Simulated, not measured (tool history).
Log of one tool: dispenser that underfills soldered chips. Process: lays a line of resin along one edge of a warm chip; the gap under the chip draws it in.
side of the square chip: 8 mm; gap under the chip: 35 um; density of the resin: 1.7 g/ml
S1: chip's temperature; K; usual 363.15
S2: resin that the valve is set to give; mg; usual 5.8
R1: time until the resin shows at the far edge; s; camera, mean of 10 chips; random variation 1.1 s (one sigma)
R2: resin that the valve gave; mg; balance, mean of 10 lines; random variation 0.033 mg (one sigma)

Run 1, hour 0: usual settings. Result: R1 177.4 s, R2 5.6 mg.
Run 2, hour 4.8: usual settings. Result: R1 107.8 s, R2 5.57 mg.
Run 3, hour 10.3: usual settings. Result: R1 142.9 s, R2 5.53 mg.
Run 4, hour 16.7: usual settings but S1 350.15 K. Result: R1 362.6 s, R2 5.59 mg.
Run 5, hour 24.2: usual settings but S1 350.15 K. Result: R1 249.6 s, R2 5.5 mg.
Run 6, hour 28: usual settings but S1 350.15 K. Result: R1 302.6 s, R2 5.53 mg.
Run 7, hour 32.3: usual settings but S1 372.15 K. Result: R1 137.6 s, R2 5.52 mg.
Run 8, hour 37: usual settings. Result: R1 123.7 s, R2 5.46 mg.
Run 9, hour 41.6: usual settings. Result: R1 153 s, R2 5.44 mg.
Run 10, hour 47.3: usual settings. Result: R1 205.1 s, R2 5.52 mg.
Run 11, hour 54.9: usual settings but S2 7.47 mg. Result: R1 132.5 s, R2 7.44 mg.
Run 12, hour 62.4: usual settings but S1 357.15 K, S2 7.47 mg. Result: R1 255.3 s, R2 7.43 mg.
Run 13, hour 67.8: usual settings but S1 371.15 K, S2 5.11 mg. Result: R1 92.4 s, R2 5.12 mg.
Run 14, hour 75.2: usual settings but S1 371.15 K, S2 5.11 mg. Result: R1 131.8 s, R2 5.01 mg.
Run 15, hour 80.8: usual settings but S1 370.15 K, S2 5.42 mg. Result: R1 81.7 s, R2 5.36 mg.
Run 16, hour 85.5: usual settings but S1 349.15 K, S2 6.16 mg. Result: R1 266.4 s, R2 6.08 mg.
Run 17, hour 89: usual settings but S1 349.15 K, S2 6.16 mg. Result: R1 320.8 s, R2 6.05 mg.
Run 18, hour 95.9: usual settings but S2 7.23 mg. Result: R1 104.7 s, R2 7.03 mg.
Run 19, hour 100.3: usual settings but S2 7.23 mg. Result: R1 132.8 s, R2 7.03 mg.
Run 20, hour 106.5: usual settings but S2 7.23 mg. Result: R1 184.9 s, R2 6.99 mg.
Run 21, hour 113.7: usual settings but S1 351.15 K, S2 5.62 mg. Result: R1 231.5 s, R2 5.46 mg.
Run 22, hour 117.2: usual settings but S1 377.15 K, S2 6.08 mg. Result: R1 85.3 s, R2 5.89 mg.
Run 23, hour 121.1: usual settings but S1 352.15 K. Result: R1 321.1 s, R2 5.63 mg.
Run 24, hour 125.5: usual settings but S1 348.15 K, S2 6.22 mg. Result: R1 221.8 s, R2 5.98 mg.

Taken out of this log: 10 entries between the listed runs. Where each belongs, and how the hidden state differs across it:
Between runs 1 and 2: new syringe of resin (hour 3.7)
  resin's viscosity, % of fresh resin's: 175.9 -> 105; dose that the valve gives, % of what is set: 96.37 -> 96.18; true chip temperature over the reading, C: 0.38 -> 0.39
  measured less the result without the state, R1: +75.7 -> +4 s; R2: -0.21 -> -0.22 mg
Between runs 4 and 5: new syringe of resin (hour 18.6)
  resin's viscosity, % of fresh resin's: 192.9 -> 134.2; dose that the valve gives, % of what is set: 95.61 -> 95.29; true chip temperature over the reading, C: 0.44 -> 0.47
  measured less the result without the state, R1: +172.1 -> +60.9 s; R2: -0.25 -> -0.28 mg
Between runs 7 and 8: new syringe of resin (hour 33.5)
  resin's viscosity, % of fresh resin's: 202.4 -> 120.4; dose that the valve gives, % of what is set: 94.9 -> 94.7; true chip temperature over the reading, C: 0.5 -> 0.52
  measured less the result without the state, R1: +68.6 -> +19.4 s; R2: -0.3 -> -0.3 mg
Between runs 10 and 11: new syringe of resin (hour 48.1); dispensing valve cleaned and set on the balance (hour 50.3)
  resin's viscosity, % of fresh resin's: 203.4 -> 133.3; dose that the valve gives, % of what is set: 94.18 -> 99.5; true chip temperature over the reading, C: 0.56 -> 0.59
  measured less the result without the state, R1: +102.8 -> +30.4 s; R2: -0.34 -> -0.04 mg
Between runs 12 and 13: new syringe of resin (hour 63.8)
  resin's viscosity, % of fresh resin's: 195.7 -> 123.1; dose that the valve gives, % of what is set: 99.13 -> 98.91; true chip temperature over the reading, C: 0.62 -> 0.64
  measured less the result without the state, R1: +121.1 -> +15.4 s; R2: -0.07 -> -0.06 mg
Between runs 14 and 15: new syringe of resin (hour 79)
  resin's viscosity, % of fresh resin's: 179.8 -> 110.9; dose that the valve gives, % of what is set: 98.57 -> 98.34; true chip temperature over the reading, C: 0.67 -> 0.69
  measured less the result without the state, R1: +56.8 -> +6.2 s; R2: -0.07 -> -0.1 mg
Between runs 17 and 18: new syringe of resin (hour 93.9)
  resin's viscosity, % of fresh resin's: 168.5 -> 109.3; dose that the valve gives, % of what is set: 97.96 -> 97.63; true chip temperature over the reading, C: 0.73 -> 0.75
  measured less the result without the state, R1: +124.1 -> +5.7 s; R2: -0.12 -> -0.18 mg
Between runs 20 and 21: new syringe of resin (hour 108.6)
  resin's viscosity, % of fresh resin's: 187.8 -> 131.8; dose that the valve gives, % of what is set: 97.12 -> 96.77; true chip temperature over the reading, C: 0.8 -> 0.83
  measured less the result without the state, R1: +83 -> +50 s; R2: -0.21 -> -0.18 mg
Between runs 23 and 24: new syringe of resin (hour 123.6)
  resin's viscosity, % of fresh resin's: 192.1 -> 111.9; dose that the valve gives, % of what is set: 96.4 -> 96.19; true chip temperature over the reading, C: 0.86 -> 0.87
  measured less the result without the state, R1: +147.9 -> +16.1 s; R2: -0.21 -> -0.24 mg

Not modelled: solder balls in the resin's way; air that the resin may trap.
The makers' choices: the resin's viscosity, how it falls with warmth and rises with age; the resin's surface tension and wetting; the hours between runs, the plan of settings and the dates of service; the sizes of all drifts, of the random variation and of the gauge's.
